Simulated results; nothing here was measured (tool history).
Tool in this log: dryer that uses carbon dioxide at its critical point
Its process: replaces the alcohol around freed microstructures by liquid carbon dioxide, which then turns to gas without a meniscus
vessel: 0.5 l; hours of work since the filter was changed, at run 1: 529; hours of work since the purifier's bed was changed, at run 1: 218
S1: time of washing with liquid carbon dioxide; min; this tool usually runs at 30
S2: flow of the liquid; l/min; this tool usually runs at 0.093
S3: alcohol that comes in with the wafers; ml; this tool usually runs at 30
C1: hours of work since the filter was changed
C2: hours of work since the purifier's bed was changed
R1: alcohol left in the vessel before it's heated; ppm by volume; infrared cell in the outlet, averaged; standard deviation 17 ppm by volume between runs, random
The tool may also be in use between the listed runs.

| run | day | S1 | S2 | S3 | C1 | C2 | R1 |
|---|---|---|---|---|---|---|---|
| 1 | 0 | 30 | 0.093 | 30 | 529 | 218 | 2152 |
| 2 | 0.183 | 30 | 0.093 | 30 | 533 | 221 | 2094 |
| 3 | 0.417 | 30 | 0.093 | 94 | 537 | 225 | 6452 |
| 4 | 0.762 | 30 | 0.1255 | 94 | 543 | 232 | 1961 |
| 5 | 1.075 | 30 | 0.1255 | 94 | 549 | 237 | 1975 |
| 6 | 1.512 | 30 | 0.1255 | 94 | 557 | 245 | 2035 |
| 7 | 1.808 | 30 | 0.1317 | 94 | 562 | 251 | 1680 |
| 8 | 2.021 | 30 | 0.1317 | 94 | 566 | 255 | 1617 |
| 9 | 2.471 | 30 | 0.093 | 40 | 574 | 263 | 2972 |
|  | 2.55 | inlet filter changed |
| 10 | 2.721 | 30 | 0.093 | 40 | 3 | 267 | 1494 |
| 11 | 2.942 | 30 | 0.093 | 30 | 7 | 271 | 1126 |
| 12 | 3.292 | 30 | 0.093 | 30 | 14 | 277 | 1166 |
| 13 | 3.521 | 33 | 0.093 | 30 | 18 | 281 | 796 |
| 14 | 3.9 | 40 | 0.1524 | 30 | 25 | 288 | 52 |
| 15 | 4.275 | 37 | 0.093 | 37 | 32 | 295 | 599 |
| 16 | 4.604 | 36 | 0.0681 | 29 | 38 | 301 | 1868 |
| 17 | 4.908 | 36 | 0.0681 | 29 | 43 | 307 | 1958 |
| 18 | 5.254 | 33 | 0.093 | 28 | 49 | 313 | 746 |
| 19 | 5.633 | 33 | 0.093 | 28 | 56 | 320 | 755 |
| 20 | 5.971 | 20 | 0.0696 | 73 | 63 | 326 | 21055 |
| 21 | 6.312 | 32 | 0.1258 | 27 | 69 | 332 | 228 |
| 22 | 6.575 | 23 | 0.1294 | 74 | 74 | 337 | 2190 |

Here are 3 independent what-if runs from the current tool condition. What would each one return?
| A | 7 | 26 | 0.1294 | 74 | 81 | 345 | ? |
| B | 7 | 23 | 0.1303 | 74 | 81 | 345 | ? |
| C | 7 | 23 | 0.1138 | 74 | 81 | 345 | ? |

| run | R1 |
|---|---|
| A | 1314 |
| B | 2181 |
| C | 3732 |
Had the tool no hidden state, the same runs would have come out as:
| run | R1 |
|---|---|
| A | 1128 |
| B | 1920 |
| C | 3362 |
